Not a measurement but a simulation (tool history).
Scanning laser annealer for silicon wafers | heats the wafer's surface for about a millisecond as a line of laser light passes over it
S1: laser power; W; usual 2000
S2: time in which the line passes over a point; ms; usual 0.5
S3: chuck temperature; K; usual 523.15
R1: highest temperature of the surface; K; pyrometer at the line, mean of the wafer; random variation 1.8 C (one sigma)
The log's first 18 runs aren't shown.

run   hour    S1     S2      S3       R1
 19  185.2  2000  0.543  547.15  1365.15
 20  196.9  1845    0.5  523.15  1237.15
 21  206.3  2135  0.491  537.15  1374.15
 22  218.5  2135  0.491  537.15  1376.15
 23  232.3  2141  0.417  499.15  1276.15
 24  240.3  1906  0.597  523.15  1331.15
 25    251  2101    0.5  523.15  1352.15
 26    265  2054  0.391  553.15  1266.15
 27  275.3  1879    0.5  538.15  1264.15
 28  281.2  2000  0.414  536.15  1247.15
 29  295.1  2000  0.414  502.15  1210.15
 30  301.7  1782  0.473  525.15  1187.15
 31  309.7  2000    0.5  493.15  1272.15
 32  322.9  2000    0.5  493.15  1275.15
 33  335.1  1814  0.409  542.15  1165.15
 34  342.7  1967  0.409  518.15  1209.15
 35  354.7  1967  0.409  518.15  1208.15
 36  365.7  1771  0.409  518.15  1125.15

5 ways to go on from here, each from the tool as it stands after run 36. What would each give?
  A  372.6  1872    0.5  517.15   ?
  B  372.6  1860  0.409  522.15   ?
  C  372.6  1863  0.368  518.15   ?
  D  372.6  1810  0.486  523.15   ?
  E  372.6  1738  0.429  496.15   ?

run       R1
  A  1236.15
  B  1166.15
  C  1126.15
  D  1203.15
  E  1105.15
Without the tool's hidden state the same runs would have given:
run       R1
  A  1264.15
  B  1191.15
  C  1149.15
  D  1230.15
  E  1129.15
